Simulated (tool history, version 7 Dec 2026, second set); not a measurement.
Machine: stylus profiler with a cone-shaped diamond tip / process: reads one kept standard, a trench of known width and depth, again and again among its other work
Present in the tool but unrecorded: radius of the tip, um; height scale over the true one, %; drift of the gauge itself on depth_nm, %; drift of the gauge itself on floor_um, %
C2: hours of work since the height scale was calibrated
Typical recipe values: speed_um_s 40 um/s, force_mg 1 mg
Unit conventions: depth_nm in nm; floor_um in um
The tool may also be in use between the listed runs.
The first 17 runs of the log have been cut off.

{"hour": 967.8, "done": "new tip fitted, height scale calibrated"}
{"run": 18, "hour": 998.9, "speed_um_s": 40, "force_mg": 0.57, "scans with this tip": 295, "C2": 23, "depth_nm": 1006.55, "floor_um": 95.32}
{"run": 19, "hour": 1041.9, "speed_um_s": 40, "force_mg": 0.57, "scans with this tip": 703, "C2": 54, "depth_nm": 1006.3, "floor_um": 95.18}
{"hour": 1083.0, "done": "height scale calibrated on a step standard, once more"}
{"run": 20, "hour": 1123.4, "speed_um_s": 40, "force_mg": 0.57, "scans with this tip": 1473, "C2": 30, "depth_nm": 1006.29, "floor_um": 94.93}
{"run": 21, "hour": 1166.8, "speed_um_s": 40, "force_mg": 1.78, "scans with this tip": 1885, "C2": 62, "depth_nm": 1013.93, "floor_um": 94.92}
{"run": 22, "hour": 1227.0, "speed_um_s": 40, "force_mg": 1.78, "scans with this tip": 2458, "C2": 106, "depth_nm": 1013.65, "floor_um": 94.74}
{"run": 23, "hour": 1288.6, "speed_um_s": 36, "force_mg": 2.7, "scans with this tip": 3042, "C2": 151, "depth_nm": 1018.12, "floor_um": 94.57}
{"run": 24, "hour": 1367.4, "speed_um_s": 90, "force_mg": 1.65, "scans with this tip": 3792, "C2": 209, "depth_nm": 1013.49, "floor_um": 93.85}
{"run": 25, "hour": 1441.8, "speed_um_s": 90, "force_mg": 1.65, "scans with this tip": 4498, "C2": 264, "depth_nm": 1013.71, "floor_um": 93.67}
{"run": 26, "hour": 1491.4, "speed_um_s": 60, "force_mg": 0.95, "scans with this tip": 4970, "C2": 300, "depth_nm": 1009.95, "floor_um": 93.59}

Forecast run 27:
{"run": 27, "hour": 1552.6, "speed_um_s": 20, "force_mg": 0.42, "scans with this tip": 5551, "C2": 345, "depth_nm": "?", "floor_um": "?"}

{"run 27": {"depth_nm": 1006.42, "floor_um": 93.69}}
Were there no unlogged condition in the tool, this run, its random variation unchanged, would have produced depth_nm 1005.23 nm, floor_um 95.69 um.
